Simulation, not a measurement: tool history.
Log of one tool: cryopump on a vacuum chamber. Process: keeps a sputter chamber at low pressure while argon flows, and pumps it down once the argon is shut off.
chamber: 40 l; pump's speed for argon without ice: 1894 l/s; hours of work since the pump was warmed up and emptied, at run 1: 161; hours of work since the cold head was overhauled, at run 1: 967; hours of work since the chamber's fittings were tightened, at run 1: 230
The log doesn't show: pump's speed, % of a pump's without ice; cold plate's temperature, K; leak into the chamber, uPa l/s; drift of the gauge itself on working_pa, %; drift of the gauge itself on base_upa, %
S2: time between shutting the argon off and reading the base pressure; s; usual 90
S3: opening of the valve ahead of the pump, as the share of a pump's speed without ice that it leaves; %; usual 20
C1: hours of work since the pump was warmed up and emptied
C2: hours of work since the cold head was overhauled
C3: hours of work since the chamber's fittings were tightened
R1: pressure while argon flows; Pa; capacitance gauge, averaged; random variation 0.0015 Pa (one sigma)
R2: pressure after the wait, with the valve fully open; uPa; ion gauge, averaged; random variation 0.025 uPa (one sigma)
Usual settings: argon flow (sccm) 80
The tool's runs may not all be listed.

Run 1, hour 0.0: usual settings; C1 161; C2 967; C3 230. Result: R1 0.3600 Pa, R2 1.22 uPa.
Run 2, hour 24.5: usual settings but S3 35 %; C1 183; C2 989; C3 252. Result: R1 0.2099 Pa, R2 1.22 uPa.
Run 3, hour 61.7: usual settings but S3 35 %; C1 215; C2 1021; C3 284. Result: R1 0.2090 Pa, R2 1.22 uPa.
Run 4, hour 83.1: usual settings but S3 35 %; C1 234; C2 1040; C3 303. Result: R1 0.2096 Pa, R2 1.30 uPa.
Run 5, hour 119.1: usual settings but S3 35 %; C1 266; C2 1072; C3 335. Result: R1 0.2087 Pa, R2 1.30 uPa.
Run 6, hour 157.9: usual settings but S2 125 s; C1 300; C2 1105; C3 369. Result: R1 0.3643 Pa, R2 1.10 uPa.
Run 7, hour 187.4: usual settings but S3 15 %; C1 325; C2 1131; C3 394. Result: R1 0.4845 Pa, R2 1.35 uPa.
Run 8, hour 229.2: usual settings but argon flow (sccm) 44; C1 362; C2 1168; C3 431. Result: R1 0.2022 Pa, R2 1.37 uPa.
Run 9, hour 260.7: usual settings; C1 390; C2 1196; C3 459. Result: R1 0.3670 Pa, R2 1.46 uPa.
Run 10, hour 302.3: usual settings; C1 426; C2 1232; C3 495. Result: R1 0.3677 Pa, R2 1.45 uPa.
Run 11, hour 335.9: usual settings; C1 456; C2 1261; C3 525. Result: R1 0.3690 Pa, R2 1.50 uPa.
Run 12, hour 357.1: usual settings; C1 474; C2 1280; C3 543. Result: R1 0.3698 Pa, R2 1.52 uPa.
Run 13, hour 399.8: usual settings; C1 511; C2 1317; C3 580. Result: R1 0.3711 Pa, R2 1.58 uPa.
Run 14, hour 438.2: usual settings but argon flow (sccm) 67; C1 545; C2 1351; C3 614. Result: R1 0.3121 Pa, R2 1.64 uPa.
Run 15, hour 481.3: usual settings but argon flow (sccm) 67; C1 583; C2 1389; C3 652. Result: R1 0.3113 Pa, R2 1.69 uPa.
Run 16, hour 505.0: usual settings but argon flow (sccm) 67; C1 604; C2 1409; C3 673. Result: R1 0.3145 Pa, R2 1.69 uPa.
Run 17, hour 526.8: usual settings but argon flow (sccm) 56; C1 623; C2 1429; C3 692. Result: R1 0.2636 Pa, R2 1.80 uPa.
Run 18, hour 557.7: usual settings but argon flow (sccm) 56; C1 650; C2 1456; C3 719. Result: R1 0.2613 Pa, R2 1.79 uPa.
Run 19, hour 580.3: usual settings but argon flow (sccm) 89, S2 22 s; C1 669; C2 1475; C3 738. Result: R1 0.4153 Pa, R2 4.24 uPa.
Run 20, hour 609.8: usual settings but argon flow (sccm) 53, S2 39 s, S3 24 %; C1 695; C2 1501; C3 764. Result: R1 0.2094 Pa, R2 2.86 uPa.
Run 21, hour 628.1: usual settings but argon flow (sccm) 53, S2 39 s, S3 24 %; C1 711; C2 1517; C3 780. Result: R1 0.2096 Pa, R2 2.94 uPa.
Run 22, hour 664.6: usual settings but argon flow (sccm) 77, S2 85 s, S3 16 %; C1 743; C2 1549; C3 812. Result: R1 0.4489 Pa, R2 1.99 uPa.
Run 23, hour 699.7: usual settings but argon flow (sccm) 69, S2 41 s, S3 17 %; C1 774; C2 1580; C3 843. Result: R1 0.3803 Pa, R2 2.83 uPa.
At hour 708.0: pump warmed up, emptied and cooled again.
Run 24, hour 744.2: usual settings but argon flow (sccm) 130, S2 246 s, S3 33 %; C1 32; C2 1614; C3 878. Result: R1 0.3563 Pa, R2 1.22 uPa.
Run 25, hour 764.0: usual settings but argon flow (sccm) 130, S2 246 s, S3 33 %; C1 49; C2 1632; C3 895. Result: R1 0.3538 Pa, R2 1.20 uPa.
Run 26, hour 794.8: usual settings but argon flow (sccm) 47, S3 23 %; C1 76; C2 1659; C3 922. Result: R1 0.1861 Pa, R2 1.80 uPa.
Run 27, hour 826.9: usual settings but argon flow (sccm) 47, S3 23 %; C1 104; C2 1687; C3 950. Result: R1 0.1846 Pa, R2 1.83 uPa.
Run 28, hour 866.1: usual settings but S2 94 s; C1 138; C2 1721; C3 984. Result: R1 0.3624 Pa, R2 1.81 uPa.
Run 29, hour 904.0: usual settings but argon flow (sccm) 33, S2 213 s, S3 44 %; C1 172; C2 1754; C3 1017. Result: R1 0.0696 Pa, R2 1.43 uPa.
Run 30, hour 934.8: usual settings but argon flow (sccm) 33, S2 213 s, S3 44 %; C1 199; C2 1781; C3 1045. Result: R1 0.0682 Pa, R2 1.44 uPa.
Run 31, hour 958.1: usual settings but argon flow (sccm) 33, S2 213 s, S3 44 %; C1 219; C2 1802; C3 1065. Result: R1 0.0694 Pa, R2 1.44 uPa.
Run 32, hour 1000.5: usual settings but argon flow (sccm) 37, S2 113 s; C1 256; C2 1839; C3 1102. Result: R1 0.1687 Pa, R2 1.86 uPa.
Run 33, hour 1041.8: usual settings but argon flow (sccm) 37, S2 113 s; C1 292; C2 1875; C3 1138. Result: R1 0.1694 Pa, R2 1.90 uPa.
Run 34, hour 1060.9: usual settings but argon flow (sccm) 37, S2 113 s; C1 309; C2 1892; C3 1155. Result: R1 0.1702 Pa, R2 1.85 uPa.
Run 35, hour 1099.8: usual settings but argon flow (sccm) 37, S2 113 s; C1 343; C2 1926; C3 1189. Result: R1 0.1693 Pa, R2 1.93 uPa.

Forecast each of these 3 alternatives for the next run:
Run A, hour 1121.9: usual settings but S3 40 %; C1 362; C2 1945; C3 1208. Result: R1 ?, R2 ?.
Run B, hour 1121.9: usual settings but S3 48 %; C1 362; C2 1945; C3 1208. Result: R1 ?, R2 ?.
Run C, hour 1121.9: usual settings but argon flow (sccm) 55, S2 111 s, S3 43 %; C1 362; C2 1945; C3 1208. Result: R1 ?, R2 ?.

run      R1    R2
  A  0.1888  2.19
  B  0.1583  2.16
  C  0.1210  1.95
Without the tool's hidden state the same runs would have given:
run      R1    R2
  A  0.1789  0.99
  B  0.1485  0.97
  C  0.1142  0.79
